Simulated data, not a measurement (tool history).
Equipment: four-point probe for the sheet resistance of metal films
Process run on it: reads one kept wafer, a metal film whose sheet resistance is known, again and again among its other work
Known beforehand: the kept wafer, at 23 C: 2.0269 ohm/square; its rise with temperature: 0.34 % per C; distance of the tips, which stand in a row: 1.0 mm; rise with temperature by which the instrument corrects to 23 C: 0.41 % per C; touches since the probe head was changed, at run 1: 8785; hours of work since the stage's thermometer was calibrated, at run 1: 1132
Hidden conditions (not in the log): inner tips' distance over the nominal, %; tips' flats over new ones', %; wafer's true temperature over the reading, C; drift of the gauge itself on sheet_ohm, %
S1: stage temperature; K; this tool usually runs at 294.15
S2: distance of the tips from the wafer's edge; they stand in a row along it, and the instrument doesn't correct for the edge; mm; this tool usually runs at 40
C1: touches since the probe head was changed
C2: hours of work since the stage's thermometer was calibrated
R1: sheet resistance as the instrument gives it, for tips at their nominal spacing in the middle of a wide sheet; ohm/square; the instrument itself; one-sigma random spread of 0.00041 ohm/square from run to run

run     day      S1  S2     C1    C2        R1
  1   0.000  294.15  40   8785  1132  2.032884
  2   0.775  294.15  40   9402  1141  2.031975
  3   1.596  294.15  40  10056  1151  2.032731
  4   1.992  294.15  40  10370  1155  2.032996
  5   2.554  294.15  40  10818  1162  2.032725
  6   3.412  294.15  40  11500  1172  2.032752
  7   4.254  294.15  40  12171  1182  2.033120
  8   4.929  294.15  40  12708  1190  2.032987
  9   5.792  294.15  40  13393  1200  2.032887
 10   6.496  294.15  40  13955  1208  2.032382
 11   7.317  294.15  40  14608  1217  2.032989
 12   7.846  294.15  40  15029  1224  2.033595
 13   8.654  294.15  35  15670  1233  2.033644
 14   9.175  294.15  12  16087  1239  2.039456
 15   9.592  293.15  12  16416  1244  2.041686
 16  10.483  294.15  40  17127  1254  2.033088
 17  11.033  294.15  40  17565  1261  2.032977
 18  11.833  294.15   9  18200  1270  2.046149
 19  12.771  294.15  40  18945  1281  2.033740
 20  13.429  294.15  40  19469  1289  2.033202
 21  14.038  294.15  40  19954  1296  2.033321
     14.175  -- stage's thermometer calibrated
 22  14.842  294.15  40  20578     8  2.031439
 23  15.479  291.15  13  21084    15  2.042513
 24  15.904  291.15  13  21424    20  2.041826
 25  16.788  304.15  50  22128    31  2.016320
 26  17.267  299.15  30  22507    36  2.024040
 27  18.046  299.15  30  23128    45  2.024176
 28  18.900  294.15  26  23805    55  2.032711
 29  19.342  305.15  23  24158    60  2.016408
 30  19.950  305.15  15  24642    67  2.020068
 31  20.604  298.15  15  25163    75  2.029642
 32  21.229  296.15  23  25661    82  2.030375
 33  21.925  296.15  23  26215    91  2.030189
 34  22.562  296.15  23  26720    98  2.030179
 35  23.221  300.15  22  27244   106  2.024424
 36  24.079  292.15   6  27926   116  2.064660
 37  25.004  308.15  40  28665   127  2.012088
 38  25.658  308.15  40  29185   134  2.011831
 39  26.258  308.15  40  29662   141  2.012595
 40  27.192  293.15  73  30403   152  2.033168
 41  28.079  293.15  73  31110   162  2.034013
 42  28.592  293.15  73  31519   168  2.032431
 43  29.329  294.15   4  32107   177  2.097833
 44  29.783  294.15   4  32467   182  2.097180

Pick out some run-to-run changes in R1. Of each, how much would a tool without hidden state show as well, from the settings, what came in and chance, and how much is left for the hidden state and any gauge scatter not in both results compared?
Run 21 -> 22: stage's thermometer calibrated. R1 -0.001882 ohm/square: hidden state -0.002129, all else +0.000247.
Run 35 -> 36: S1 300.15 -> 292.15, S2 22 -> 6. R1 +0.040236 ohm/square: hidden state +0.000098, all else +0.040138.
Run 36 -> 37: S1 292.15 -> 308.15, S2 6 -> 40. R1 -0.052572 ohm/square: hidden state +0.000016, all else -0.052588.
Run 39 -> 40: S1 308.15 -> 293.15, S2 40 -> 73. R1 +0.020573 ohm/square: hidden state +0.000104, all else +0.020469.
Run 42 -> 43: S1 293.15 -> 294.15, S2 73 -> 4. R1 +0.065402 ohm/square: hidden state +0.000105, all else +0.065297.

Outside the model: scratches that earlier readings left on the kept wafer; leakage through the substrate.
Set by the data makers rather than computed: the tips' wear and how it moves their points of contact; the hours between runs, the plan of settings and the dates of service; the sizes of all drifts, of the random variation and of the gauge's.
